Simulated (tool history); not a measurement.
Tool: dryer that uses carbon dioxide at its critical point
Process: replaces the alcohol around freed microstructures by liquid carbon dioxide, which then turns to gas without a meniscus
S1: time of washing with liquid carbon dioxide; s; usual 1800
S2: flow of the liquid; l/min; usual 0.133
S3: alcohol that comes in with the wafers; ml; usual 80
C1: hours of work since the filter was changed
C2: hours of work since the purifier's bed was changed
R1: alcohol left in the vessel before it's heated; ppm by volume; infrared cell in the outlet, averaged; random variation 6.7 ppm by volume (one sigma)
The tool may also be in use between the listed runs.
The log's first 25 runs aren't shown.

run	hour	S1	S2	S3	C1	C2	R1
26	723.8	2520	0.135	52	259	968	125
27	744.7	2520	0.135	52	269	978	132
# hour 749.6: purifier's bed changed
28	792.4	2100	0.097	80	289	20	1067
29	815.3	2100	0.097	80	300	30	1070
30	856.0	1620	0.133	56	318	49	653
31	893.6	1080	0.133	68	336	66	4537
32	914.5	1800	0.192	80	345	75	74
33	953.3	1800	0.192	80	363	93	72
34	985.5	1800	0.191	35	378	108	43
35	1015.8	1620	0.215	80	392	122	74
36	1052.9	1620	0.215	80	408	139	78
# hour 1069.1: inlet filter changed
37	1090.5	1200	0.133	24	10	155	761
38	1135.1	1620	0.120	20	30	176	275
39	1179.5	1620	0.120	20	50	196	276
40	1205.4	1620	0.208	20	62	208	38
41	1243.5	1620	0.208	20	80	225	37
42	1271.9	1620	0.208	20	93	238	46

Forecast each of these 3 alternatives for the next run:
A	1295.0	1620	0.171	20	103	249	?
B	1295.0	1380	0.208	20	103	249	?
C	1295.0	1380	0.222	24	103	249	?

run	R1
A	65
B	46
C	53
Without the tool's hidden state the same runs would have given:
run	R1
A	32
B	15
C	22
